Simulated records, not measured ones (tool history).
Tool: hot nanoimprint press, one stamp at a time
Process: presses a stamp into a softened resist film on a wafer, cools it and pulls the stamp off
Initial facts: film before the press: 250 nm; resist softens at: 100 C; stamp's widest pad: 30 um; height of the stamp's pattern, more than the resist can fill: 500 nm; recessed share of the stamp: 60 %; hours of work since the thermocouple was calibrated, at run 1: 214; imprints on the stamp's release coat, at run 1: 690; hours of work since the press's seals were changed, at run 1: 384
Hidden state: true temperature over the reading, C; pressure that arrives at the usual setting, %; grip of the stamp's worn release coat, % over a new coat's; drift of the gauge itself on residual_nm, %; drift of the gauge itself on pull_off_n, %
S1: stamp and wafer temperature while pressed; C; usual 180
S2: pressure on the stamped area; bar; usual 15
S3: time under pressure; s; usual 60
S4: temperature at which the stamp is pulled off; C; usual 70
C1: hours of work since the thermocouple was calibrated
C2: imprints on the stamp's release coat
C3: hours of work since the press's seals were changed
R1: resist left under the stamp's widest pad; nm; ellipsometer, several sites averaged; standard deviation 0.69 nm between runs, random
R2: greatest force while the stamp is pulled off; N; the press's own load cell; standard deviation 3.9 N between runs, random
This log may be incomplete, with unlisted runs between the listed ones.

run     day   S1    S2   S3  S4   C1   C2   C3     R1   R2
  1       0  180    15   60  70  214  690  384    152  224
  2   2.267  180    15   60  70  236  861  406  152.1  235
      4.779  -- stamp cleaned and given a new release coat
  3   5.017  180    15   60  70  260   18  430  152.7  196
  4   8.279  180    15   60  70  292  264  462  153.9  205
  5  10.962  180    15   60  70  318  466  488  152.2  209
  6  12.896  180    15   60  70  337  612  507  154.5  216
  7  14.738  180    15   60  70  354  751  524  153.5  229
  8  17.638  180    15   83  70  382  970  552  139.7  240
     18.662  -- stamp cleaned and given a new release coat
  9  20.179  180    15   83  70  405  115  575  140.7  196
 10    23.3  180    15   60  70  435  350  605  155.7  210
 11  24.654  180    15   60  70  448  452  618  155.1  208
     25.025  -- plate thermocouple calibrated
 12  27.012  180    15   60  70   19  620  639  155.4  222
 13  29.471  180    15   73  70   43  806  663  146.4  225
 14  30.979  180    15   60  70   58  919  678  157.5  232
     32.704  -- stamp cleaned and given a new release coat
     34.229  -- plate thermocouple calibrated, once more
 15  34.512  180    15   60  70    3  127  708    152  195
 16  36.088  180    15   60  70   18  245  724  152.7  199
 17  37.488  187  12.2  101  70   31  351  737  105.1  203
 18  39.933  180    15   60  69   55  535  761    153  218
 19  42.604  181  13.8   60  69   81  737  787  151.7  228
 20  44.283  181  13.8   60  69   97  864  803  151.1  228
     46.792  -- stamp cleaned and given a new release coat
 21  47.233  178  14.5   36  78  123   33  829    187  171
 22  48.633  178  14.5   36  78  137  139  843  187.4  169
 23  50.388  177    20   36  57  154  271  860  178.8  251
 24  53.096  182    15   71  70  180  475  886  135.4  218
 25    55.3  180  14.7   60  74  201  641  907  154.7  201
 26  58.325  180  21.7   60  68  231  869  936  138.6  241
 27  60.008  181  11.1  115  77  247  996  953  132.7  205
     60.688  -- stamp cleaned and given a new release coat
 28  61.733  170    15  108  70  261   79  967  182.6  193
 29  64.188  170    15  108  70  285  264  991  183.9  198

Below are 5 alternative next runs, each starting from the tool's condition after run 29. Predict each:
  A  66.067  186  12.1   48  70  303  405  1009   ?   ?
  B  66.067  170  23.9  108  70  303  405  1009   ?   ?
  C  66.067  180    15   60  59  303  405  1009   ?   ?
  D  66.067  170    15  108  70  303  405  1009   ?   ?
  E  66.067  174    24   35  70  303  405  1009   ?   ?

run     R1   R2
  A    145  206
  B  162.4  208
  C  155.9  245
  D  182.5  210
  E  188.9  214
Take away the tool's hidden state, keep each run's random variation, and the runs would have read:
run     R1   R2
  A  139.2  188
  B  152.5  190
  C  149.1  224
  D  175.9  192
  E  180.3  195
